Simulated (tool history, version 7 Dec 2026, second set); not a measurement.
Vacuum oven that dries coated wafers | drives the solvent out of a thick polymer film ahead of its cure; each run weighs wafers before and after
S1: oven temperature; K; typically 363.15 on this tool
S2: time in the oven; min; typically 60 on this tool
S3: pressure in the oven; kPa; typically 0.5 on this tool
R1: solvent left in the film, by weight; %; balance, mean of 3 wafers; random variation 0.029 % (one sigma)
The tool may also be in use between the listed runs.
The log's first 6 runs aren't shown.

run 7 hour=169.3 | S1=363.15 S2=101 S3=0.5 | R1=0.85
run 8 hour=201.1 | S1=363.15 S2=101 S3=0.5 | R1=0.92
run 9 hour=218.2 | S1=363.15 S2=101 S3=0.5 | R1=0.9
run 10 hour=241.8 | S1=363.15 S2=101 S3=0.5 | R1=0.84
run 11 hour=257.9 | S1=363.15 S2=101 S3=0.5 | R1=0.9
run 12 hour=280.3 | S1=363.15 S2=101 S3=0.5 | R1=0.87
run 13 hour=310 | S1=363.15 S2=101 S3=0.5 | R1=0.88
run 14 hour=334.7 | S1=365.15 S2=101 S3=0.5 | R1=0.88
run 15 hour=354.8 | S1=363.15 S2=60 S3=0.5 | R1=1.47
run 16 hour=387.4 | S1=363.15 S2=60 S3=0.626 | R1=1.71
run 17 hour=403.9 | S1=363.15 S2=60 S3=0.626 | R1=1.76
run 18 hour=437.1 | S1=363.15 S2=60 S3=0.626 | R1=1.71
run 19 hour=454.6 | S1=363.15 S2=60 S3=0.626 | R1=1.65
run 20 hour=477.1 | S1=363.15 S2=60 S3=0.626 | R1=1.65
run 21 hour=500.5 | S1=363.15 S2=60 S3=0.626 | R1=1.7
run 22 hour=522.2 | S1=363.15 S2=60 S3=0.626 | R1=1.65
run 23 hour=540.8 | S1=363.15 S2=60 S3=0.5 | R1=1.51
run 24 hour=569.8 | S1=363.15 S2=60 S3=0.348 | R1=1.35
run 25 hour=598 | S1=369.15 S2=75 S3=0.825 | R1=1.06
run 26 hour=630.5 | S1=377.15 S2=54 S3=0.486 | R1=0.52
run 27 hour=649.7 | S1=353.15 S2=34 S3=0.396 | R1=8.51
run 28 hour=675.9 | S1=355.15 S2=71 S3=0.278 | R1=2.85

Forecast run 29:
run 29 hour=701.1 | S1=358.15 S2=71 S3=0.278 | R1=?

Run 29 produced R1 1.96 %.
Were there no unlogged condition in the tool, this run, its random variation unchanged, would have produced R1 2.44 %.
